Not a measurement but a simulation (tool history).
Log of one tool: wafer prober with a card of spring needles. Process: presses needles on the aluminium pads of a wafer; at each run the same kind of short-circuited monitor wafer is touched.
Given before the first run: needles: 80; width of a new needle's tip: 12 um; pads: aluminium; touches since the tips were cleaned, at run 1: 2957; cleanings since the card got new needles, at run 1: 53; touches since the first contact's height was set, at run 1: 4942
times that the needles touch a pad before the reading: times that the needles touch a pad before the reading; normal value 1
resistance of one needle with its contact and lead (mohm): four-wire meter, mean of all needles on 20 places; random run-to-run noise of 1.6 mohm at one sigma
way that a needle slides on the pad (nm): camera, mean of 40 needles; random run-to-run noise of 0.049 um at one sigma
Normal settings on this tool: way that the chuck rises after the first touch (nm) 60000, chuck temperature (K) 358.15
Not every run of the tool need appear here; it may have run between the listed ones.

run     day  way that the chuck rises after the first touch (nm)  chuck temperature (K)  times that the needles touch a pad before the reading  touches since the tips were cleaned  cleanings since the card got new needles  touches since the first contact's height was set  resistance of one needle with its contact and lead (mohm)  way that a needle slides on the pad (nm)
  1       0                                                60000                 358.15                                                      1                                 2957                                        53                                              4942                                                        167                                     12840
      0.454  -- tips cleaned on abrasive film
      1.196  -- tips cleaned on abrasive film
  2   1.512                                                60000                 358.15                                                      1                                 4173                                        55                                             24702                                                        164                                     12820
      1.821  -- tips cleaned on abrasive film
       2.55  -- tips cleaned on abrasive film
      3.292  -- tips cleaned on abrasive film
       4.05  -- tips cleaned on abrasive film
  3   4.375                                                60000                 358.15                                                      1                                 4253                                        59                                             62043                                                        161                                     12770
      4.804  -- tips cleaned on abrasive film
      5.542  -- tips cleaned on abrasive film
      6.304  -- tips cleaned on abrasive film
  4   6.692                                                60000                 358.15                                                      1                                 5123                                        62                                             92304                                                        161                                     12650
          7  -- tips cleaned on abrasive film
      7.754  -- tips cleaned on abrasive film
  5   8.033                                                60000                 358.15                                                      1                                 3692                                        64                                            109795                                                        160                                     12740
      8.492  -- tips cleaned on abrasive film
      9.242  -- tips cleaned on abrasive film
  6   9.312                                                60000                 358.15                                                      1                                  926                                        66                                            126477                                                        165                                     12740
      9.921  -- tips cleaned on abrasive film
     10.679  -- tips cleaned on abrasive film
     11.438  -- tips cleaned on abrasive film
     12.138  -- tips cleaned on abrasive film
  7  12.138                                                60000                 358.15                                                      1                                    0                                        70                                            163312                                                        162                                     12780
       12.6  -- height of the first contact set anew
     12.908  -- tips cleaned on abrasive film
     13.667  -- tips cleaned on abrasive film
     14.429  -- tips cleaned on abrasive film
  8  14.562                                                80000                 358.15                                                      1                                 1791                                        73                                             25602                                                        159                                     16860
     15.146  -- tips cleaned on abrasive film
     15.896  -- tips cleaned on abrasive film
  9  15.896                                                80000                 358.15                                                      1                                    0                                        75                                             42991                                                        161                                     16930
     16.579  -- tips cleaned on abrasive film
 10  17.083                                                80000                 358.15                                                      1                                 6575                                        76                                             58488                                                        159                                     16710
     17.225  -- tips cleaned on abrasive film
     17.975  -- tips cleaned on abrasive film
     18.625  -- tips cleaned on abrasive film
 11  18.625                                                80000                 358.15                                                      1                                    0                                        79                                             78592                                                        159                                     16770
     19.233  -- tips cleaned on abrasive film
     19.988  -- tips cleaned on abrasive film
     20.712  -- tips cleaned on abrasive film
     21.471  -- tips cleaned on abrasive film
 12  21.583                                                80000                 358.15                                                      1                                 1477                                        83                                            117210                                                        160                                     16820
     22.192  -- tips cleaned on abrasive film
     22.862  -- tips cleaned on abrasive film
 13  22.862                                                80000                 358.15                                                      1                                    0                                        85                                            133851                                                        157                                     16790
     23.471  -- tips cleaned on abrasive film
     24.217  -- tips cleaned on abrasive film
 14  24.646                                                80000                 358.15                                                      1                                 5669                                        87                                            157185                                                        159                                     16690
      24.95  -- gauge calibrated
     24.954  -- tips cleaned on abrasive film
      25.55  -- height of the first contact set anew
     25.704  -- tips cleaned on abrasive film
      26.45  -- tips cleaned on abrasive film
 15  26.758                                                49000                 298.15                                                      2                                 4061                                        90                                             15739                                                        152                                     10470
     27.062  -- tips cleaned on abrasive film
     27.817  -- tips cleaned on abrasive film
     28.571  -- tips cleaned on abrasive film
 16  28.738                                                49000                 309.15                                                      3                                 2160                                        93                                             41566                                                        158                                     10540
     29.325  -- tips cleaned on abrasive film
     30.083  -- tips cleaned on abrasive film
     30.692  -- tips cleaned on abrasive film
 17  31.242                                                60000                 358.15                                                      2                                 7213                                        96                                             74287                                                        165                                     12810
       31.4  -- tips cleaned on abrasive film
     32.133  -- tips cleaned on abrasive film
     32.854  -- tips cleaned on abrasive film
 18  33.158                                                45000                 358.15                                                      3                                 4021                                        99                                             99281                                                        168                                      9570
     33.467  -- tips cleaned on abrasive film
     34.075  -- tips cleaned on abrasive film
 19  34.442                                                60000                 358.15                                                      2                                 4854                                       101                                            116029                                                        163                                     12680
      34.75  -- tips cleaned on abrasive film
     35.504  -- tips cleaned on abrasive film
     36.262  -- tips cleaned on abrasive film
     36.917  -- tips cleaned on abrasive film
 20  36.917                                                45000                 326.15                                                      3                                    0                                       105                                            148283                                                        160                                      9480
     37.646  -- tips cleaned on abrasive film
     38.379  -- tips cleaned on abrasive film
     38.521  -- height of the first contact set anew
     39.117  -- tips cleaned on abrasive film
 21   39.25                                                41000                 326.15                                                      2                                 1746                                       108                                              9514                                                        161                                      8670
     39.838  -- tips cleaned on abrasive film
     40.596  -- tips cleaned on abrasive film
     41.208  -- tips cleaned on abrasive film
 22  41.742                                                43000                 358.15                                                      1                                 7020                                       111                                             42058                                                        170                                      9090
     41.879  -- tips cleaned on abrasive film
     42.596  -- tips cleaned on abrasive film
       43.3  -- tips cleaned on abrasive film
     43.979  -- tips cleaned on abrasive film
 23  43.979                                                50000                 358.15                                                      2                                    0                                       115                                             71193                                                        167                                     10490
     44.712  -- tips cleaned on abrasive film
     45.471  -- tips cleaned on abrasive film
 24  45.483                                                50000                 358.15                                                      2                                  176                                       117                                             90873                                                        168                                     10590
     46.096  -- tips cleaned on abrasive film
     46.829  -- tips cleaned on abrasive film
     47.558  -- tips cleaned on abrasive film
 25   47.85                                                66000                 358.15                                                      1                                 3811                                       120                                            121733                                                        161                                     13860
     48.308  -- tips cleaned on abrasive film
     49.058  -- tips cleaned on abrasive film
     49.788  -- tips cleaned on abrasive film
 26    50.1                                                53000                 361.15                                                      2                                 4104                                       123                                            151110                                                        165                                     11130
     50.512  -- tips cleaned on abrasive film
     51.212  -- tips cleaned on abrasive film
     51.529  -- height of the first contact set anew
     51.983  -- tips cleaned on abrasive film
 27  52.304                                                53000                 361.15                                                      2                                 4175                                       126                                             10129                                                        162                                     11060
     52.608  -- tips cleaned on abrasive film
      53.35  -- tips cleaned on abrasive film
     54.108  -- tips cleaned on abrasive film
 28  54.367                                                53000                 361.15                                                      2                                 3404                                       129                                             37048                                                        166                                     11080

Each row is a separate what-if for the run after 28, all from the same tool condition, not one after another. Results?
     54.825  -- tips cleaned on abrasive film
     55.433  -- tips cleaned on abrasive film
     56.183  -- tips cleaned on abrasive film
  A  56.721                                                46000                 346.15                                                      3                                 7010                                       132                                             67761                                                          ?                                         ?
     54.825  -- tips cleaned on abrasive film
     55.433  -- tips cleaned on abrasive film
     56.183  -- tips cleaned on abrasive film
  B  56.721                                                48000                 307.15                                                      2                                 7010                                       132                                             67761                                                          ?                                         ?
     54.825  -- tips cleaned on abrasive film
     55.433  -- tips cleaned on abrasive film
     56.183  -- tips cleaned on abrasive film
  C  56.721                                                43000                 302.15                                                      2                                 7010                                       132                                             67761                                                          ?                                         ?
     54.825  -- tips cleaned on abrasive film
     55.433  -- tips cleaned on abrasive film
     56.183  -- tips cleaned on abrasive film
  D  56.721                                                55000                 343.15                                                      1                                 7010                                       132                                             67761                                                          ?                                         ?

run  resistance of one needle with its contact and lead (mohm)  way that a needle slides on the pad (nm)
  A                                                        166                                      9570
  B                                                        157                                     10020
  C                                                        156                                      8950
  D                                                        160                                     11490
Had the tool no hidden state, the same runs would have come out as:
run  resistance of one needle with its contact and lead (mohm)  way that a needle slides on the pad (nm)
  A                                                        166                                      9850
  B                                                        157                                     10310
  C                                                        155                                      9210
  D                                                        160                                     11820
